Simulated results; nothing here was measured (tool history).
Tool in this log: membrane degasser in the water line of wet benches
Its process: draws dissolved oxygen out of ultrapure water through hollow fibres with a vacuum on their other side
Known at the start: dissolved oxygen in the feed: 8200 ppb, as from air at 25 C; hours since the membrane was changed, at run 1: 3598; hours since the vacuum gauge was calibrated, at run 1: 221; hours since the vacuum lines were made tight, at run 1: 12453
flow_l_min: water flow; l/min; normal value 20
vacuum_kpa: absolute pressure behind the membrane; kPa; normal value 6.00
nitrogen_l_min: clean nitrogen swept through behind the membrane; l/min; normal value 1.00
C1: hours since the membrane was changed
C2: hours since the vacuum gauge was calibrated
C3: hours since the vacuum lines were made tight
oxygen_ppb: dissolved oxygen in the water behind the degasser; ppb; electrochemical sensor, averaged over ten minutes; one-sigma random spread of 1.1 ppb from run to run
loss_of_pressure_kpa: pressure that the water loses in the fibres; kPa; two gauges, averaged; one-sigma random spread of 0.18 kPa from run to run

run 1 hour=0.0 | flow_l_min=20 vacuum_kpa=6.00 nitrogen_l_min=1.00 | C1=3598 C2=221 C3=12453 | oxygen_ppb=137.2 loss_of_pressure_kpa=37.21
run 2 hour=89.8 | flow_l_min=20 vacuum_kpa=6.00 nitrogen_l_min=1.00 | C1=3688 C2=310 C3=12543 | oxygen_ppb=135.9 loss_of_pressure_kpa=37.11
run 3 hour=195.7 | flow_l_min=20 vacuum_kpa=6.00 nitrogen_l_min=1.00 | C1=3793 C2=416 C3=12649 | oxygen_ppb=135.9 loss_of_pressure_kpa=37.11
run 4 hour=284.4 | flow_l_min=20 vacuum_kpa=6.00 nitrogen_l_min=1.00 | C1=3882 C2=505 C3=12738 | oxygen_ppb=133.9 loss_of_pressure_kpa=37.12
run 5 hour=393.2 | flow_l_min=12 vacuum_kpa=6.00 nitrogen_l_min=1.00 | C1=3991 C2=614 C3=12846 | oxygen_ppb=82.0 loss_of_pressure_kpa=22.34
run 6 hour=513.5 | flow_l_min=12 vacuum_kpa=6.00 nitrogen_l_min=1.00 | C1=4111 C2=734 C3=12967 | oxygen_ppb=82.8 loss_of_pressure_kpa=22.25
run 7 hour=572.5 | flow_l_min=31 vacuum_kpa=6.00 nitrogen_l_min=1.00 | C1=4170 C2=793 C3=13026 | oxygen_ppb=208.3 loss_of_pressure_kpa=57.82
run 8 hour=693.0 | flow_l_min=28 vacuum_kpa=6.00 nitrogen_l_min=1.00 | C1=4291 C2=914 C3=13146 | oxygen_ppb=188.9 loss_of_pressure_kpa=52.03
run 9 hour=791.3 | flow_l_min=20 vacuum_kpa=6.00 nitrogen_l_min=1.00 | C1=4389 C2=1012 C3=13244 | oxygen_ppb=136.8 loss_of_pressure_kpa=37.12
run 10 hour=882.5 | flow_l_min=20 vacuum_kpa=6.00 nitrogen_l_min=1.00 | C1=4480 C2=1103 C3=13336 | oxygen_ppb=136.4 loss_of_pressure_kpa=37.01
run 11 hour=944.4 | flow_l_min=20 vacuum_kpa=6.00 nitrogen_l_min=1.00 | C1=4542 C2=1165 C3=13398 | oxygen_ppb=136.6 loss_of_pressure_kpa=37.18
run 12 hour=1020.5 | flow_l_min=20 vacuum_kpa=6.00 nitrogen_l_min=0.99 | C1=4618 C2=1241 C3=13474 | oxygen_ppb=138.0 loss_of_pressure_kpa=37.00
run 13 hour=1085.4 | flow_l_min=20 vacuum_kpa=6.00 nitrogen_l_min=0.99 | C1=4683 C2=1306 C3=13539 | oxygen_ppb=138.8 loss_of_pressure_kpa=37.11
run 14 hour=1199.4 | flow_l_min=20 vacuum_kpa=6.00 nitrogen_l_min=0.99 | C1=4797 C2=1420 C3=13653 | oxygen_ppb=139.8 loss_of_pressure_kpa=37.33
run 15 hour=1260.4 | flow_l_min=20 vacuum_kpa=6.00 nitrogen_l_min=0.99 | C1=4858 C2=1481 C3=13714 | oxygen_ppb=138.7 loss_of_pressure_kpa=37.08
-- hour=1271.7 vacuum gauge calibrated
run 16 hour=1325.4 | flow_l_min=22 vacuum_kpa=6.00 nitrogen_l_min=1.00 | C1=4923 C2=54 C3=13778 | oxygen_ppb=150.9 loss_of_pressure_kpa=41.24
-- hour=1363.0 seals of the vacuum lines changed
run 17 hour=1379.7 | flow_l_min=22 vacuum_kpa=6.00 nitrogen_l_min=1.00 | C1=4975 C2=106 C3=17 | oxygen_ppb=150.3 loss_of_pressure_kpa=41.11
run 18 hour=1495.8 | flow_l_min=20 vacuum_kpa=6.00 nitrogen_l_min=2.48 | C1=5091 C2=222 C3=133 | oxygen_ppb=66.2 loss_of_pressure_kpa=37.16
run 19 hour=1576.4 | flow_l_min=28 vacuum_kpa=6.00 nitrogen_l_min=0.41 | C1=5172 C2=303 C3=213 | oxygen_ppb=359.9 loss_of_pressure_kpa=52.35
run 20 hour=1661.0 | flow_l_min=24 vacuum_kpa=9.43 nitrogen_l_min=0.57 | C1=5256 C2=387 C3=298 | oxygen_ppb=513.6 loss_of_pressure_kpa=44.76
run 21 hour=1773.6 | flow_l_min=24 vacuum_kpa=8.46 nitrogen_l_min=0.48 | C1=5369 C2=500 C3=411 | oxygen_ppb=500.7 loss_of_pressure_kpa=44.67
-- hour=1785.3 vacuum gauge calibrated, once more
run 22 hour=1860.3 | flow_l_min=13 vacuum_kpa=4.05 nitrogen_l_min=0.60 | C1=5455 C2=75 C3=497 | oxygen_ppb=45.6 loss_of_pressure_kpa=24.30
run 23 hour=1919.5 | flow_l_min=14 vacuum_kpa=6.00 nitrogen_l_min=2.08 | C1=5514 C2=134 C3=556 | oxygen_ppb=49.1 loss_of_pressure_kpa=26.02
run 24 hour=1990.9 | flow_l_min=14 vacuum_kpa=6.00 nitrogen_l_min=2.08 | C1=5586 C2=206 C3=627 | oxygen_ppb=49.5 loss_of_pressure_kpa=26.17
run 25 hour=2072.8 | flow_l_min=14 vacuum_kpa=6.00 nitrogen_l_min=2.08 | C1=5668 C2=288 C3=709 | oxygen_ppb=49.6 loss_of_pressure_kpa=26.20
run 26 hour=2147.4 | flow_l_min=25 vacuum_kpa=6.00 nitrogen_l_min=1.36 | C1=5742 C2=362 C3=784 | oxygen_ppb=132.7 loss_of_pressure_kpa=46.93
run 27 hour=2200.8 | flow_l_min=24 vacuum_kpa=6.90 nitrogen_l_min=0.97 | C1=5796 C2=416 C3=837 | oxygen_ppb=217.2 loss_of_pressure_kpa=44.64
run 28 hour=2306.8 | flow_l_min=21 vacuum_kpa=6.47 nitrogen_l_min=0.65 | C1=5902 C2=522 C3=943 | oxygen_ppb=230.2 loss_of_pressure_kpa=39.18
run 29 hour=2362.4 | flow_l_min=20 vacuum_kpa=4.82 nitrogen_l_min=1.00 | C1=5957 C2=577 C3=999 | oxygen_ppb=84.5 loss_of_pressure_kpa=37.33

The next listed run, before its measurement:
run 30 hour=2438.3 | flow_l_min=20 vacuum_kpa=4.82 nitrogen_l_min=1.00 | C1=6033 C2=653 C3=1075 | oxygen_ppb=? loss_of_pressure_kpa=?

oxygen_ppb: 86.0 ppb
loss_of_pressure_kpa: 37.50 kPa
Take away the tool's hidden state, keep the run-to-run variation as it was, and the same run would have given oxygen_ppb 82.4 ppb, loss_of_pressure_kpa 36.69 kPa.
